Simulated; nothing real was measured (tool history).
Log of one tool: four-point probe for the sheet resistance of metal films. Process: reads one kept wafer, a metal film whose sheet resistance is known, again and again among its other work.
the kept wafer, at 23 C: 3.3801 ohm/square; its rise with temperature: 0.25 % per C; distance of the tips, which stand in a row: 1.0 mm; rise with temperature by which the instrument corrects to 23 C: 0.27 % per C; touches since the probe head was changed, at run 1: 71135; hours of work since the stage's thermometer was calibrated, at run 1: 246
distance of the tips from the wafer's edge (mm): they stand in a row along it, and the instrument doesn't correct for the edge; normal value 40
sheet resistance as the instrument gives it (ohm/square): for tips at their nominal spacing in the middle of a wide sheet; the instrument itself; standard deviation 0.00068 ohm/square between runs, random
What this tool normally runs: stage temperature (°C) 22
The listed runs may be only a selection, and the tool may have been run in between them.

run,hour,stage temperature (°C),distance of the tips from the wafer's edge (mm),touches since the probe head was changed,hours of work since the stage's thermometer was calibrated,sheet resistance as the instrument gives it (ohm/square)
1,0,22,40,71135,246,3.381843
2,111,22,40,73040,316,3.381425
3,207.1,22,40,74690,376,3.382091
4,258.6,32,40,75576,409,3.37686
5,315.7,32,40,76556,445,3.375849
6,364,22,40,77384,475,3.381994
7,415,22,40,78260,507,3.381644
8,477.6,22,29,79334,547,3.383187
9,573.8,24,27,80987,607,3.382257
10,631,24,27,81970,644,3.382105
11,685.5,24,27,82905,678,3.381554
12,755.8,20,11,84112,722,3.397138
13,830.4,34,11,85393,769,3.389095
14,916.9,34,11,86877,824,3.388808
15,1024.1,34,11,88718,891,3.389624

Here are 5 independent what-if runs from the current tool condition. What would each one return?
A,1103.6,25,5,90083,941,?
B,1103.6,30,12,90083,941,?
C,1103.6,29,40,90083,941,?
D,1103.6,33,4,90083,941,?
E,1103.6,18,28,90083,941,?

run,sheet resistance as the instrument gives it (ohm/square)
A,3.449032
B,3.389156
C,3.379396
D,3.483306
E,3.386012
What these runs would have given with no unlogged condition in the tool:
run,sheet resistance as the instrument gives it (ohm/square)
A,3.448822
B,3.388948
C,3.37919
D,3.483093
E,3.385805
